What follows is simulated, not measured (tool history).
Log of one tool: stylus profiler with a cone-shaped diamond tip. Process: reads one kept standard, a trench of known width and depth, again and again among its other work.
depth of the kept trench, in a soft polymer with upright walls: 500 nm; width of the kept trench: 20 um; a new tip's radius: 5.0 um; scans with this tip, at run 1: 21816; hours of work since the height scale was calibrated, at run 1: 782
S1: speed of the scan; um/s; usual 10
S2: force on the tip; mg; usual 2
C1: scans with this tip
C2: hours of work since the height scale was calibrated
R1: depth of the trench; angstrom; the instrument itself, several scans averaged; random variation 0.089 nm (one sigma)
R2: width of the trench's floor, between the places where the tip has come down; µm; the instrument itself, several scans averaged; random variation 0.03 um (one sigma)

run    hour  S1    S2     C1    C2      R1     R2
  1       0  10     2  21816   782  5060.9  13.31
  2    93.6  10     2  22603   850  5058.6  13.29
  3   142.6  10     2  23016   886  5056.1   13.2
  4   220.2  10  0.75  23668   943  5019.5  13.17
      249.4  -- new tip fitted, height scale calibrated
  5   327.7  10  4.04    658    57  5118.4  15.66
  6   418.5  10  4.04   1422   123  5118.4  15.47
  7   473.8  10  4.04   1887   164  5116.9  15.41
  8   561.9  10     2   2629   228  5069.3  15.34
  9   653.2  10     2   3396   294  5070.6  15.18
 10   705.9  10  0.78   3840   333  5033.2  15.16
 11   774.8  10  0.78   4419   383  5033.9  15.09
 12   823.2  24  0.78   4827   418  5032.3  14.97
 13   877.8  10     2   5286   458  5068.4  14.96
 14   926.1  10     2   5693   494  5067.3  14.98
 15  1031.2  10     2   6577   570  5066.4  14.89
 16  1128.7  10     2   7397   641  5064.1  14.76
 17  1172.5  10     2   7765   673  5062.4  14.75
 18  1216.8  10     2   8138   706  5063.5  14.64
 19  1268.5  10     2   8573   743  5061.8  14.61
 20  1346.2  10     2   9227   800  5060.5  14.56
 21  1421.5  10     2   9860   855  5060.5  14.44
 22  1509.1   2     2  10597   919  5057.1  14.43
 23  1584.2   2  2.94  11229   973  5079.9  14.39
 24  1662.2   2  2.94  11885  1030  5077.9  14.28
     1696.4  -- height scale calibrated on a step standard
 25  1744.8   3  1.23  12577    35  5055.9  14.21
 26  1830.4   3  1.23  13297    98  5053.1  14.11
 27  1897.5  10  2.31  13861   147  5081.9  14.11
 28  1990.4  17  1.66  14642   214    5064  13.94
 29  2034.6  17  1.66  15015   247    5065  13.94
 30  2130.2   3  5.21  15818   316  5140.7  13.87
 31  2226.1   6  1.18  16625   386    5047  13.79
 32  2293.1   2  3.75  17189   435  5108.3  13.72
 33  2367.2  16   0.7  17812   489  5030.4  13.65
 34  2418.4  29  3.51  18243   527  5102.4  13.63
 35  2478.4  23  0.74  18748   570    5033  13.49
 36  2570.3   4  4.49  19521   637  5119.5  13.52
 37  2626.6   4  4.49  19995   678  5119.8   13.5
 38  2708.3  17  1.42  20682   738  5049.2  13.33
 39  2794.6  10  1.06  21408   801  5036.7  13.33
 40  2847.2  32  4.06  21851   839  5107.5  13.22
 41  2904.2   6   3.4  22331   881  5092.8  13.27
 42  2953.2   6   3.4  22742   917  5093.3  13.28

How the hidden state differs across the entries between the runs, from the last listed run before each to the first after it:
Between runs 4 and 5: new tip fitted, height scale calibrated (hour 249.4)
  radius of the tip, um: 11.87 -> 5.05; height scale over the true one, %: -0.347 -> -0.012
  measured less the result without the state, R1: -17.5 -> -0.6 angstrom; R2: -2.46 -> -0.02 µm
Between runs 24 and 25: height scale calibrated on a step standard (hour 1696.4)
  radius of the tip, um: 8.41 -> 8.6; height scale over the true one, %: -0.356 -> 0.03
  measured less the result without the state, R1: -18.1 -> +1.5 angstrom; R2: -1.36 -> -1.42 µm
